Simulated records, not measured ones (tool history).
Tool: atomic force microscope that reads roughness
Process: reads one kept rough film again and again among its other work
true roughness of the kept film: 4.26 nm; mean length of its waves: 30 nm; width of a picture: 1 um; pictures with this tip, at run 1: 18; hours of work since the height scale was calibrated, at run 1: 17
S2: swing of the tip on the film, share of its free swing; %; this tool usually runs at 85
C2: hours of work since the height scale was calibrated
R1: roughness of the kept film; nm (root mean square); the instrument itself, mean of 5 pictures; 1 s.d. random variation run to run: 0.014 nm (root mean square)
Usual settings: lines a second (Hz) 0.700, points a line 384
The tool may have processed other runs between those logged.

{"run": 1, "day": 0.0, "lines a second (Hz)": 0.7, "S2": 85, "points a line": 384, "pictures with this tip": 18, "C2": 17, "R1": 3.364}
{"run": 2, "day": 0.338, "lines a second (Hz)": 0.7, "S2": 85, "points a line": 384, "pictures with this tip": 29, "C2": 21, "R1": 3.306}
{"run": 3, "day": 0.821, "lines a second (Hz)": 1.924, "S2": 85, "points a line": 384, "pictures with this tip": 44, "C2": 26, "R1": 2.857}
{"run": 4, "day": 1.179, "lines a second (Hz)": 1.185, "S2": 85, "points a line": 384, "pictures with this tip": 55, "C2": 29, "R1": 3.018}
{"run": 5, "day": 1.525, "lines a second (Hz)": 1.185, "S2": 85, "points a line": 384, "pictures with this tip": 66, "C2": 33, "R1": 3.011}
{"run": 6, "day": 2.071, "lines a second (Hz)": 1.185, "S2": 85, "points a line": 639, "pictures with this tip": 82, "C2": 39, "R1": 2.968}
{"run": 7, "day": 2.346, "lines a second (Hz)": 1.185, "S2": 81, "points a line": 639, "pictures with this tip": 91, "C2": 41, "R1": 2.952}
{"run": 8, "day": 2.642, "lines a second (Hz)": 1.295, "S2": 85, "points a line": 384, "pictures with this tip": 100, "C2": 44, "R1": 2.835}
{"run": 9, "day": 3.012, "lines a second (Hz)": 0.7, "S2": 85, "points a line": 284, "pictures with this tip": 112, "C2": 48, "R1": 2.944}
{"run": 10, "day": 3.55, "lines a second (Hz)": 0.7, "S2": 85, "points a line": 284, "pictures with this tip": 128, "C2": 54, "R1": 2.875}
{"run": 11, "day": 3.817, "lines a second (Hz)": 0.7, "S2": 85, "points a line": 384, "pictures with this tip": 137, "C2": 57, "R1": 2.858}
{"run": 12, "day": 4.212, "lines a second (Hz)": 0.7, "S2": 85, "points a line": 384, "pictures with this tip": 149, "C2": 61, "R1": 2.833}
{"run": 13, "day": 4.75, "lines a second (Hz)": 0.7, "S2": 81, "points a line": 384, "pictures with this tip": 165, "C2": 66, "R1": 2.833}
{"run": 14, "day": 5.308, "lines a second (Hz)": 0.7, "S2": 81, "points a line": 384, "pictures with this tip": 183, "C2": 72, "R1": 2.766}
{"run": 15, "day": 5.729, "lines a second (Hz)": 0.7, "S2": 81, "points a line": 384, "pictures with this tip": 196, "C2": 76, "R1": 2.737}
{"run": 16, "day": 6.212, "lines a second (Hz)": 0.7, "S2": 81, "points a line": 384, "pictures with this tip": 211, "C2": 81, "R1": 2.704}
{"run": 17, "day": 6.496, "lines a second (Hz)": 0.7, "S2": 81, "points a line": 384, "pictures with this tip": 220, "C2": 84, "R1": 2.677}
{"run": 18, "day": 6.788, "lines a second (Hz)": 0.7, "S2": 81, "points a line": 384, "pictures with this tip": 228, "C2": 87, "R1": 2.63}
{"run": 19, "day": 7.179, "lines a second (Hz)": 3.858, "S2": 81, "points a line": 384, "pictures with this tip": 241, "C2": 91, "R1": 2.03}
{"run": 20, "day": 7.558, "lines a second (Hz)": 0.7, "S2": 83, "points a line": 817, "pictures with this tip": 252, "C2": 95, "R1": 2.577}
{"run": 21, "day": 7.825, "lines a second (Hz)": 1.383, "S2": 80, "points a line": 311, "pictures with this tip": 261, "C2": 98, "R1": 2.417}
{"day": 7.975, "done": "new tip fitted"}
{"run": 22, "day": 8.192, "lines a second (Hz)": 1.383, "S2": 80, "points a line": 311, "pictures with this tip": 6, "C2": 102, "R1": 3.252}
{"run": 23, "day": 8.442, "lines a second (Hz)": 0.7, "S2": 82, "points a line": 384, "pictures with this tip": 14, "C2": 104, "R1": 3.429}
{"run": 24, "day": 8.971, "lines a second (Hz)": 0.7, "S2": 56, "points a line": 396, "pictures with this tip": 30, "C2": 110, "R1": 3.551}
{"run": 25, "day": 9.4, "lines a second (Hz)": 0.7, "S2": 56, "points a line": 396, "pictures with this tip": 44, "C2": 114, "R1": 3.465}
{"run": 26, "day": 9.712, "lines a second (Hz)": 0.7, "S2": 56, "points a line": 396, "pictures with this tip": 54, "C2": 117, "R1": 3.403}
{"run": 27, "day": 10.171, "lines a second (Hz)": 0.7, "S2": 56, "points a line": 396, "pictures with this tip": 68, "C2": 122, "R1": 3.375}
{"run": 28, "day": 10.583, "lines a second (Hz)": 0.7, "S2": 86, "points a line": 498, "pictures with this tip": 80, "C2": 126, "R1": 3.1}
{"run": 29, "day": 10.896, "lines a second (Hz)": 0.7, "S2": 86, "points a line": 498, "pictures with this tip": 90, "C2": 130, "R1": 3.063}
{"run": 30, "day": 11.158, "lines a second (Hz)": 0.7, "S2": 67, "points a line": 384, "pictures with this tip": 98, "C2": 132, "R1": 3.167}
{"run": 31, "day": 11.717, "lines a second (Hz)": 0.7, "S2": 83, "points a line": 384, "pictures with this tip": 115, "C2": 138, "R1": 2.972}
{"run": 32, "day": 12.167, "lines a second (Hz)": 3.526, "S2": 78, "points a line": 943, "pictures with this tip": 129, "C2": 143, "R1": 2.414}
{"run": 33, "day": 12.404, "lines a second (Hz)": 3.526, "S2": 78, "points a line": 943, "pictures with this tip": 137, "C2": 145, "R1": 2.437}
{"run": 34, "day": 12.829, "lines a second (Hz)": 3.526, "S2": 73, "points a line": 943, "pictures with this tip": 150, "C2": 150, "R1": 2.518}

3 options for the next run, each taken on its own from the tool as it stands now. Forecast them:
{"run": "A", "day": 13.379, "lines a second (Hz)": 3.301, "S2": 61, "points a line": 924, "pictures with this tip": 167, "C2": 155, "R1": "?"}
{"run": "B", "day": 13.379, "lines a second (Hz)": 0.7, "S2": 69, "points a line": 256, "pictures with this tip": 167, "C2": 155, "R1": "?"}
{"run": "C", "day": 13.379, "lines a second (Hz)": 3.526, "S2": 60, "points a line": 560, "pictures with this tip": 167, "C2": 155, "R1": "?"}

run=A R1=2.755
run=B R1=2.901
run=C R1=2.733
With no hidden state in the tool, these same runs would have given:
run=A R1=3.420
run=B R1=3.600
run=C R1=3.394
